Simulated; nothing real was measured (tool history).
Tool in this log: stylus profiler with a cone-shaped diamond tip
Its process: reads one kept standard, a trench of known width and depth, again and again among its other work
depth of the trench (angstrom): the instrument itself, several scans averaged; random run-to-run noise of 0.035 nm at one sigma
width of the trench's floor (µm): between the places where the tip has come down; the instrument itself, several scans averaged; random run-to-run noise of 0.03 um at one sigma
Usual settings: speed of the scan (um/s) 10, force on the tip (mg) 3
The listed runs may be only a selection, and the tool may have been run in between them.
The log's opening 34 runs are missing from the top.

run	hour	speed of the scan (um/s)	force on the tip (mg)	scans with this tip	hours of work since the height scale was calibrated	depth of the trench (angstrom)	width of the trench's floor (µm)
# hour 341.2: height scale calibrated on a step standard, once more
35	343	17	3.57	2326	1	1013.6	17.75
36	350.3	3	4.57	2362	4	1016.3	17.82
37	364.2	14	5.1	2430	11	1016.7	17.75
38	375.7	2	7.69	2486	17	1023.1	17.75
39	387.1	10	2.49	2542	23	1011	17.77
40	400.9	10	2.49	2610	29	1010.9	17.71
41	413.3	34	2.05	2671	35	1010.2	17.61
42	427.2	6	3.35	2739	42	1012.9	17.86
43	437.4	5	1.7	2790	47	1008.3	17.81
44	449.7	7	1.49	2850	53	1008.3	17.72
45	461.2	4	1.1	2907	59	1006.6	17.8
46	469.9	14	6.55	2949	63	1019.8	17.7
47	483.9	7	3	3018	70	1012.4	17.72
48	490.2	7	3	3049	73	1011.9	17.75

3 options for the next run, each taken on its own from the tool as it stands now. Forecast them:
A	504.4	13	3	3119	80	?	?
B	504.4	33	5.49	3119	80	?	?
C	504.4	19	1.13	3119	80	?	?

run	depth of the trench (angstrom)	width of the trench's floor (µm)
A	1012	17.73
B	1018.2	17.65
C	1006.6	17.67
With no hidden state in the tool, these same runs would have given:
run	depth of the trench (angstrom)	width of the trench's floor (µm)
A	1011.5	17.97
B	1017.7	17.9
C	1006	17.91

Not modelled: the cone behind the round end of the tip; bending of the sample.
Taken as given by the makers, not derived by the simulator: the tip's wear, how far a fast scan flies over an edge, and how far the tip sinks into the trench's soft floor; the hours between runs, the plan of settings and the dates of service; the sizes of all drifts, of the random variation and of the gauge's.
